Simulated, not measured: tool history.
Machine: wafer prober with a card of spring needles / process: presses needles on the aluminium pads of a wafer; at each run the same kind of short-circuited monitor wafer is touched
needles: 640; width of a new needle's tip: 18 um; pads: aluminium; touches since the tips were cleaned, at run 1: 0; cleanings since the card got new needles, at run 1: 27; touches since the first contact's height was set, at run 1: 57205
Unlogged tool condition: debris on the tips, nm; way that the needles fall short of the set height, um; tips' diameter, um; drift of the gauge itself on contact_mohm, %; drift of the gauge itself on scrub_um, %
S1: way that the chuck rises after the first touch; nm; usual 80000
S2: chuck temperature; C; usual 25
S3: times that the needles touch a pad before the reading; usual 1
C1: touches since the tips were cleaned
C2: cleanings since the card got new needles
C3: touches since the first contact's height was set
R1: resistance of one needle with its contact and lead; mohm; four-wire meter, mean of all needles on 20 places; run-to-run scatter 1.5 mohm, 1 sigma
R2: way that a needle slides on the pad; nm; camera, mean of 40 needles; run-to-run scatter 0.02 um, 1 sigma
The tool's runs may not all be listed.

run,day,S1,S2,S3,C1,C2,C3,R1,R2
1,0,80000,25,1,0,27,57205,138,12330
# day 0.538: tips cleaned on abrasive film
2,0.733,80000,25,1,2545,28,66729,156,12330
# day 1.167: tips cleaned on abrasive film
# day 1.758: tips cleaned on abrasive film
3,1.962,80000,25,2,2688,30,82715,145,12340
# day 2.388: tips cleaned on abrasive film
4,2.533,80000,25,2,1936,31,90155,149,12290
# day 2.925: tips cleaned on abrasive film
5,3.45,80000,25,2,6891,32,102085,154,12280
# day 3.533: tips cleaned on abrasive film
# day 4.079: tips cleaned on abrasive film
6,4.158,80000,39,1,1002,34,111232,148,12330
# day 4.65: tips cleaned on abrasive film
7,4.871,80000,39,1,2895,35,120526,164,12320
# day 5.233: tips cleaned on abrasive film
8,5.692,80000,39,1,6000,36,131211,168,12240
# day 5.788: tips cleaned on abrasive film
# day 6.325: tips cleaned on abrasive film
9,6.325,80000,39,1,0,38,139365,142,12240
# day 6.883: tips cleaned on abrasive film
# day 6.896: height of the first contact set anew
10,6.958,80000,39,1,811,39,811,148,12450
# day 7.438: tips cleaned on abrasive film
11,7.833,93000,55,3,5205,40,12234,147,14440
# day 8.017: tips cleaned on abrasive film
# day 8.65: tips cleaned on abrasive film
12,8.8,93000,55,3,1928,42,24762,144,14420
# day 9.217: tips cleaned on abrasive film
13,9.475,61000,78,3,3390,43,33547,163,9440
# day 9.762: tips cleaned on abrasive film
14,10.133,61000,78,3,4869,44,42111,164,9410
# day 10.392: tips cleaned on abrasive film
# day 11: tips cleaned on abrasive film
15,11.221,80000,67,3,2863,46,56233,149,12340
# day 11.567: tips cleaned on abrasive film
16,11.925,80000,67,3,4710,47,65420,150,12320
# day 12.15: tips cleaned on abrasive film
# day 12.758: tips cleaned on abrasive film
17,12.954,61000,25,3,2574,49,78747,152,9400
# day 13.371: tips cleaned on abrasive film
# day 13.929: tips cleaned on abrasive film
18,13.929,61000,25,3,0,51,91386,139,9350
# day 14.488: tips cleaned on abrasive film
# day 15.038: tips cleaned on abrasive film
19,15.071,80000,25,2,446,53,106255,142,12280

Below are 5 alternative next runs, each starting from the tool's condition after run 19. Predict each:
# day 15.579: tips cleaned on abrasive film
A,16.042,80000,25,1,6071,54,118888,?,?
# day 15.579: tips cleaned on abrasive film
B,16.042,61000,45,1,6071,54,118888,?,?
# day 15.579: tips cleaned on abrasive film
C,16.042,69000,30,2,6071,54,118888,?,?
# day 15.579: tips cleaned on abrasive film
D,16.042,82000,61,1,6071,54,118888,?,?
# day 15.579: tips cleaned on abrasive film
E,16.042,88000,25,2,6071,54,118888,?,?

run,R1,R2
A,164,12250
B,190,9320
C,162,10580
D,168,12570
E,148,13520
Had the tool no hidden state, the same runs would have come out as:
run,R1,R2
A,133,12390
B,141,9460
C,137,10720
D,140,12720
E,132,13660
